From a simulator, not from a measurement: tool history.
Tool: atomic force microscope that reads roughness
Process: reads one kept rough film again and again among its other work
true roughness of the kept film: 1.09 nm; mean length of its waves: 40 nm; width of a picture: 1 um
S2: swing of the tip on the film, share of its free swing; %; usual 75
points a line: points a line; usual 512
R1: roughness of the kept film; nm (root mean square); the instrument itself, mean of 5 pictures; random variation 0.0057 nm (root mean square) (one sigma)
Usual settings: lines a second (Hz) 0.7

run 1 hour=0 | lines_a_second_(Hz)=0.7 S2=75 points_a_line=512 | R1=1.007
run 2 hour=17.2 | lines_a_second_(Hz)=0.7 S2=75 points_a_line=512 | R1=1
run 3 hour=26 | lines_a_second_(Hz)=0.7 S2=75 points_a_line=512 | R1=0.998
run 4 hour=38.6 | lines_a_second_(Hz)=0.7 S2=63 points_a_line=512 | R1=1.03
run 5 hour=54.4 | lines_a_second_(Hz)=0.7 S2=63 points_a_line=512 | R1=1.031
run 6 hour=64.5 | lines_a_second_(Hz)=1.327 S2=75 points_a_line=512 | R1=0.955
run 7 hour=77.6 | lines_a_second_(Hz)=1.327 S2=75 points_a_line=512 | R1=0.956
run 8 hour=94.5 | lines_a_second_(Hz)=0.858 S2=75 points_a_line=512 | R1=0.995

Forecast run 9:
run 9 hour=112.4 | lines_a_second_(Hz)=1.387 S2=63 points_a_line=695 | R1=?

R1: 1.013 nm (root mean square)
Without the tool's hidden state the same run would have given R1 1.014 nm (root mean square).
